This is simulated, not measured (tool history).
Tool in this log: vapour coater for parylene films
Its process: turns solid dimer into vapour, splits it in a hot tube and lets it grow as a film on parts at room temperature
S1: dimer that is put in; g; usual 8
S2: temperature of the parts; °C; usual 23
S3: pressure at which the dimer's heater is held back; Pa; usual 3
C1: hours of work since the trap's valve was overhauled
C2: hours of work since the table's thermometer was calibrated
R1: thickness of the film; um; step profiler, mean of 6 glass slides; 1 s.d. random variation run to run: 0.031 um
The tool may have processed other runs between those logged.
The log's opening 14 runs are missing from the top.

run     day  S1  S2    S3   C1    C2    R1
 15  36.612   8  34  3.11  147   147  2.27
 16  39.246   8  34  3.11  198   198  2.22
     41.092  -- trap's valve overhauled
 17  41.933   8  23   3.1   16   247  2.89
 18    44.1   8  23     3   58   289  2.89
 19    45.8   8  23     3   91   322  2.86
 20   47.75   8  23     3  129   359  2.92
 21  49.308   8  25     3  159   390  2.85
 22  51.038   8  25     3  193   423  2.82
     53.108  -- trap's valve overhauled
 23  54.408   8  25     3   25   485  2.83
 24  56.842  10  18     3   72   532  4.17
 25  59.208   5  24  9.24  118   578   1.4
 26  61.696   5  24  9.24  166   626  1.41
      64.95  -- trap's valve overhauled
 27   64.95   5  24  9.24    0   686  1.42
 28  66.717  13  21  2.18   34   720  5.36
 29  69.812   8  33     3   94   780  2.33
 30  72.212   8  23  7.39  141   827  2.42
 31   75.65   6  33  2.47  207   894  1.79
     76.917  -- trap's valve overhauled
 32  79.079   5  31   5.2   42   957  1.33
 33  81.017   5  31  2.85   79   994  1.55
 34  83.192   5  31  3.43  122  1036  1.47

Predict the results of run 35:
 35  86.238  11  31  2.8  181  1096   ?

{"run 35": {"R1": 3.41}}
If the tool had no hidden condition, the same run with the same run-to-run variation would have returned R1 3.43 um.
